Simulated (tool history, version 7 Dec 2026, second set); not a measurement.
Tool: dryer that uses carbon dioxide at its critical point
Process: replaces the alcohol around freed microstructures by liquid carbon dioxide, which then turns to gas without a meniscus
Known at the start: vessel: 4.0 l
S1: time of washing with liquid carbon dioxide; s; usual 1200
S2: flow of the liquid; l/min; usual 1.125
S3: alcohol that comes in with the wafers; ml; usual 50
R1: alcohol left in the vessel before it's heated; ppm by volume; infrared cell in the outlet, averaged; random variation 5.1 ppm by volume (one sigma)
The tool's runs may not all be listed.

| run | hour | S1 | S2 | S3 | R1 |
|---|---|---|---|---|---|
| 1 | 0 | 1200 | 1.125 | 50 | 75 |
| 2 | 13.2 | 1200 | 1.125 | 50 | 72 |
| 3 | 26.5 | 1200 | 1.125 | 50 | 80 |
| 4 | 38.7 | 1200 | 0.76 | 50 | 353 |
| 5 | 47.3 | 1200 | 1.125 | 50 | 84 |
| 6 | 62.3 | 1200 | 1.125 | 50 | 82 |
| 7 | 69.5 | 1200 | 1.125 | 50 | 89 |
| 8 | 84.2 | 1080 | 1 | 45 | 197 |
| 9 | 92.2 | 1500 | 1.05 | 46 | 46 |
| 10 | 106 | 720 | 1.22 | 50 | 451 |
| 11 | 116.8 | 720 | 1.22 | 50 | 445 |
| 12 | 131 | 720 | 1.22 | 50 | 451 |
| 13 | 138 | 720 | 1.47 | 50 | 251 |
| 14 | 145.1 | 780 | 0.8 | 50 | 1145 |

5 ways to go on from here, each from the tool as it stands after run 14. What would each give?
| A | 154.7 | 1740 | 1.66 | 67 | ? |
| B | 154.7 | 1740 | 1.125 | 50 | ? |
| C | 154.7 | 1500 | 1.05 | 50 | ? |
| D | 154.7 | 1200 | 1.125 | 33 | ? |
| E | 154.7 | 780 | 0.8 | 39 | ? |

| run | R1 |
|---|---|
| A | 38 |
| B | 36 |
| C | 52 |
| D | 76 |
| E | 874 |
Without the tool's hidden state the same runs would have given:
| run | R1 |
|---|---|
| A | 13 |
| B | 9 |
| C | 17 |
| D | 38 |
| E | 718 |
